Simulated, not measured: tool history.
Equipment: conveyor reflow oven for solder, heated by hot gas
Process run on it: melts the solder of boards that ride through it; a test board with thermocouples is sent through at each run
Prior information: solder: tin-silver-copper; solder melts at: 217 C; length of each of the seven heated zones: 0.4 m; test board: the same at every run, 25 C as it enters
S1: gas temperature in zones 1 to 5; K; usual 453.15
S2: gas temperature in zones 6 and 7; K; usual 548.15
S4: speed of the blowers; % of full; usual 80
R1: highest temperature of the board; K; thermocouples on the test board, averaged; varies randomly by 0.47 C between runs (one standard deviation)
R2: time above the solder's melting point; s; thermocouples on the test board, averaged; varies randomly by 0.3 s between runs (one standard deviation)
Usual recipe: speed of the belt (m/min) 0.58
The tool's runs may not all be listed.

{"run": 1, "hour": 0.0, "S1": 453.15, "S2": 548.15, "speed of the belt (m/min)": 0.58, "S4": 80, "R1": 531.35, "R2": 68.7}
{"run": 2, "hour": 8.7, "S1": 453.15, "S2": 548.15, "speed of the belt (m/min)": 0.58, "S4": 80, "R1": 529.95, "R2": 69.4}
{"run": 3, "hour": 14.5, "S1": 453.15, "S2": 548.15, "speed of the belt (m/min)": 0.58, "S4": 81, "R1": 532.55, "R2": 68.8}
{"run": 4, "hour": 25.0, "S1": 453.15, "S2": 548.15, "speed of the belt (m/min)": 0.58, "S4": 80, "R1": 531.25, "R2": 68.8}
{"run": 5, "hour": 33.6, "S1": 453.15, "S2": 548.15, "speed of the belt (m/min)": 0.58, "S4": 80, "R1": 530.85, "R2": 68.9}
{"run": 6, "hour": 40.7, "S1": 453.15, "S2": 548.15, "speed of the belt (m/min)": 0.58, "S4": 80, "R1": 531.95, "R2": 68.6}
{"run": 7, "hour": 49.0, "S1": 453.15, "S2": 548.15, "speed of the belt (m/min)": 0.478, "S4": 80, "R1": 537.55, "R2": 88.5}
{"run": 8, "hour": 57.0, "S1": 453.15, "S2": 548.15, "speed of the belt (m/min)": 0.478, "S4": 80, "R1": 537.05, "R2": 88.8}
{"run": 9, "hour": 61.5, "S1": 453.15, "S2": 548.15, "speed of the belt (m/min)": 0.58, "S4": 81, "R1": 531.35, "R2": 69.2}
{"run": 10, "hour": 66.0, "S1": 453.15, "S2": 548.15, "speed of the belt (m/min)": 0.58, "S4": 81, "R1": 531.05, "R2": 68.6}
{"run": 11, "hour": 75.6, "S1": 453.15, "S2": 548.15, "speed of the belt (m/min)": 0.58, "S4": 81, "R1": 531.05, "R2": 68.8}
{"run": 12, "hour": 86.1, "S1": 453.15, "S2": 548.15, "speed of the belt (m/min)": 0.58, "S4": 81, "R1": 531.95, "R2": 69.2}
{"run": 13, "hour": 93.3, "S1": 456.15, "S2": 558.15, "speed of the belt (m/min)": 0.478, "S4": 77, "R1": 546.75, "R2": 95}
{"run": 14, "hour": 101.0, "S1": 456.15, "S2": 558.15, "speed of the belt (m/min)": 0.527, "S4": 89, "R1": 544.85, "R2": 85.6}
{"hour": 106.8, "done": "flux residue cleaned out of gas plates and filters"}
{"run": 15, "hour": 111.5, "S1": 456.15, "S2": 558.15, "speed of the belt (m/min)": 0.527, "S4": 89, "R1": 543.55, "R2": 84.7}

For run 16, what comes out?
{"run": 16, "hour": 120.1, "S1": 453.15, "S2": 550.15, "speed of the belt (m/min)": 0.58, "S4": 80, "R1": "?", "R2": "?"}

{"run 16": {"R1": 530.95, "R2": 68.2}}
Without the tool's hidden state the same run would have given R1 537.25 K, R2 72.4 s.
